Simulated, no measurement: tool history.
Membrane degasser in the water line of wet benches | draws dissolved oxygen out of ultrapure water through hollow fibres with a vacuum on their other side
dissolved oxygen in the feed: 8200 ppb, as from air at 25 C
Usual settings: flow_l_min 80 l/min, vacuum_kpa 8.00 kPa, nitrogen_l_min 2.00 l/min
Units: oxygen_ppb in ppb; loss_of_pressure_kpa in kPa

run	hour	flow_l_min	vacuum_kpa	nitrogen_l_min	oxygen_ppb	loss_of_pressure_kpa
1	0.0	80	8.00	2.00	392.0	64.66
2	61.6	80	8.00	2.00	389.9	64.39
3	96.6	80	5.45	2.00	196.0	64.32
4	144.1	80	5.45	2.00	197.0	64.25
5	171.9	80	5.45	2.00	196.4	64.11
6	208.5	80	10.36	2.00	562.1	64.17
7	253.8	80	10.36	2.00	561.0	64.39
8	316.2	80	4.96	2.00	160.1	64.43
9	361.3	80	8.16	2.00	403.3	64.63
10	400.0	80	8.16	2.00	398.2	64.19
11	464.6	80	19.13	1.99	1150.4	64.68
12	506.9	80	7.70	1.99	368.9	64.80
13	551.4	80	7.70	1.99	368.5	64.18
14	578.7	80	8.00	1.87	412.0	64.29
15	631.8	80	10.57	1.87	611.6	64.44
16	688.6	81	10.79	2.71	476.8	65.40
17	745.5	81	10.79	2.71	477.8	65.16
18	802.3	80	5.17	1.56	206.3	64.55
19	836.7	80	5.17	1.56	208.0	64.90

4 ways to go on from here, each from the tool as it stands after run 19. What would each give?
A	880.0	53	6.51	2.00	?	?
B	880.0	80	8.00	2.18	?	?
C	880.0	104	8.00	1.01	?	?
D	880.0	94	8.00	1.38	?	?

run	oxygen_ppb	loss_of_pressure_kpa
A	188.5	42.78
B	365.4	64.36
C	744.2	83.55
D	569.0	75.72
Without the tool's hidden state the same runs would have given:
run	oxygen_ppb	loss_of_pressure_kpa
A	188.5	42.78
B	365.3	64.36
C	744.0	83.54
D	568.8	75.71

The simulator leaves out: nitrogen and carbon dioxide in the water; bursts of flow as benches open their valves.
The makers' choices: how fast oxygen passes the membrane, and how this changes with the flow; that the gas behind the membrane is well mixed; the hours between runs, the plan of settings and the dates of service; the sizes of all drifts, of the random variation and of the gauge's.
